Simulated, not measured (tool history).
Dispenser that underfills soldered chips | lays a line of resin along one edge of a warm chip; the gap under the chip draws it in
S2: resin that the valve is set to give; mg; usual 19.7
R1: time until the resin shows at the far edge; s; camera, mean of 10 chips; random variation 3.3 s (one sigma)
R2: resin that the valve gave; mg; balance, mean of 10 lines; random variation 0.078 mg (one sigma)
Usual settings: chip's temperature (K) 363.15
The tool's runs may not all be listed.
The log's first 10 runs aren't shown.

At hour 69: new syringe of resin.
Run 11, hour 74.2: usual settings but chip's temperature (K) 358.15. Result: R1 522.8 s, R2 19.03 mg.
At hour 77.8: new syringe of resin.
Run 12, hour 82.5: usual settings but chip's temperature (K) 358.15. Result: R1 525.3 s, R2 19.06 mg.
At hour 84.4: dispensing valve cleaned and set on the balance.
At hour 87.5: new syringe of resin.
Run 13, hour 91: usual settings but S2 23.5 mg. Result: R1 406.2 s, R2 23.36 mg.
At hour 96.8: new syringe of resin.
Run 14, hour 97.9: usual settings but S2 24.4 mg. Result: R1 352.2 s, R2 24.18 mg.
At hour 105.2: new syringe of resin.
Run 15, hour 106.1: usual settings but S2 24.4 mg. Result: R1 347.5 s, R2 24 mg.
Run 16, hour 112.4: usual settings but S2 24.4 mg. Result: R1 441 s, R2 24.05 mg.
At hour 113.6: new syringe of resin.
Run 17, hour 117.3: usual settings but S2 22.9 mg. Result: R1 399.6 s, R2 22.44 mg.
At hour 122.8: new syringe of resin.
Run 18, hour 125.7: usual settings but chip's temperature (K) 356.15, S2 23.5 mg. Result: R1 521.7 s, R2 22.98 mg.
At hour 131.7: new syringe of resin.
Run 19, hour 135.4: usual settings but chip's temperature (K) 353.15, S2 18.3 mg. Result: R1 624.8 s, R2 17.74 mg.
At hour 140.5: new syringe of resin.
Run 20, hour 144.1: usual settings but chip's temperature (K) 375.15, S2 17.9 mg. Result: R1 257.6 s, R2 17.33 mg.
At hour 149.6: new syringe of resin.
Run 21, hour 152.7: usual settings but chip's temperature (K) 358.15, S2 17.6 mg. Result: R1 513.9 s, R2 16.93 mg.
At hour 154.6: dispensing valve cleaned and set on the balance.
At hour 159.6: new syringe of resin.
Run 22, hour 162.6: usual settings but chip's temperature (K) 369.15, S2 25.4 mg. Result: R1 305.7 s, R2 25.34 mg.
At hour 168.3: new syringe of resin.
Run 23, hour 172.5: usual settings but chip's temperature (K) 362.15, S2 19.4 mg. Result: R1 433.8 s, R2 19.11 mg.
At hour 176.9: new syringe of resin.
Run 24, hour 180.2: usual settings but chip's temperature (K) 376.15, S2 18.2 mg. Result: R1 241 s, R2 17.83 mg.
At hour 185.4: new syringe of resin.
Run 25, hour 187.5: usual settings but chip's temperature (K) 376.15, S2 18.2 mg. Result: R1 235.1 s, R2 18 mg.
At hour 194.2: new syringe of resin.
Run 26, hour 194.9: usual settings but chip's temperature (K) 349.15, S2 19.3 mg. Result: R1 685.4 s, R2 18.91 mg.
Run 27, hour 200.5: usual settings but chip's temperature (K) 349.15, S2 19.3 mg. Result: R1 844.8 s, R2 18.73 mg.
At hour 202.8: new syringe of resin.
Run 28, hour 207.9: usual settings but chip's temperature (K) 370.15. Result: R1 321.4 s, R2 19.17 mg.
At hour 211.3: new syringe of resin.
Run 29, hour 212.5: usual settings but chip's temperature (K) 370.15. Result: R1 285.6 s, R2 19.04 mg.
Run 30, hour 218.6: usual settings but chip's temperature (K) 370.15, S2 23.9 mg. Result: R1 345.3 s, R2 23.04 mg.
At hour 220.6: new syringe of resin.
At hour 224.5: dispensing valve cleaned and set on the balance.
Run 31, hour 226.2: usual settings but chip's temperature (K) 370.15, S2 23.9 mg. Result: R1 313 s, R2 23.88 mg.
At hour 230.3: new syringe of resin.
Run 32, hour 232.7: usual settings but chip's temperature (K) 370.15, S2 23.9 mg. Result: R1 279 s, R2 23.77 mg.
At hour 239.1: new syringe of resin.
Run 33, hour 240.6: usual settings but chip's temperature (K) 364.15, S2 17.3 mg. Result: R1 377.3 s, R2 17.27 mg.

5 ways to go on from here, each from the tool as it stands after run 33. What would each give?
Run A, hour 246.1: usual settings but chip's temperature (K) 376.15, S2 21.5 mg. Result: R1 ?, R2 ?.
Run B, hour 246.1: usual settings but chip's temperature (K) 365.15. Result: R1 ?, R2 ?.
Run C, hour 246.1: usual settings but chip's temperature (K) 362.15, S2 18.8 mg. Result: R1 ?, R2 ?.
Run D, hour 246.1: usual settings but S2 20.1 mg. Result: R1 ?, R2 ?.
Run E, hour 246.1: usual settings but chip's temperature (K) 357.15, S2 21.5 mg. Result: R1 ?, R2 ?.

run     R1     R2
  A  267.7  21.37
  B  432.7   19.4
  C  493.7  18.52
  D  457.8  19.94
  E  597.9  21.06
Without the tool's hidden state the same runs would have given:
run     R1     R2
  A  191.4   21.6
  B    308  19.61
  C  350.6  18.72
  D  325.3  20.16
  E  424.2  21.29
